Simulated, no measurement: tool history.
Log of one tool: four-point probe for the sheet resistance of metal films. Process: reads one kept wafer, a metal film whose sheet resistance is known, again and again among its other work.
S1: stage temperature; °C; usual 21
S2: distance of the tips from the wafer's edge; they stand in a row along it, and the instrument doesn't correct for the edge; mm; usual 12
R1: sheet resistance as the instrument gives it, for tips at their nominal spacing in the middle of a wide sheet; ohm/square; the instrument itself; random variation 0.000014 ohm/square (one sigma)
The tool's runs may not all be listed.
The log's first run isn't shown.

run   hour  S1  S2        R1
  2   37.2  21   7  0.070548
  3   64.3  21  48  0.070237
  4   93.2  21  48  0.070209
  5  144.7  21  48  0.070222
  6  199.4  21  12  0.070319
  7  232.9  21  12  0.070325
  8  280.5  21  12  0.070326
  9  335.9  21  12  0.070324
 10  371.3  21  12  0.070297
 11  403.1  21  12  0.070291
 12    445  21  12  0.070306
     450.5  -- stage's thermometer calibrated
 13    481  21  12  0.070267
 14    526  21  12  0.070264
 15  569.7  19  12  0.070261
 16  616.4  19  64  0.070116
     633.3  -- stage's thermometer calibrated, once more
 17  668.1  19  64  0.070228
 18  708.4  21  24  0.070225
 19  737.4  21  12   0.07031
 20  767.2  22  12  0.070301
 21  795.1  21  12  0.070332
 22  823.2  21  12   0.07029
 23  848.5  21  12  0.070296
 24  886.1  21  12  0.070303

Run 25 comes next. What will it give?
 25  908.7  33  10   ?

R1: 0.070274 ohm/square
Without the tool's hidden state the same run would have given R1 0.070406 ohm/square.

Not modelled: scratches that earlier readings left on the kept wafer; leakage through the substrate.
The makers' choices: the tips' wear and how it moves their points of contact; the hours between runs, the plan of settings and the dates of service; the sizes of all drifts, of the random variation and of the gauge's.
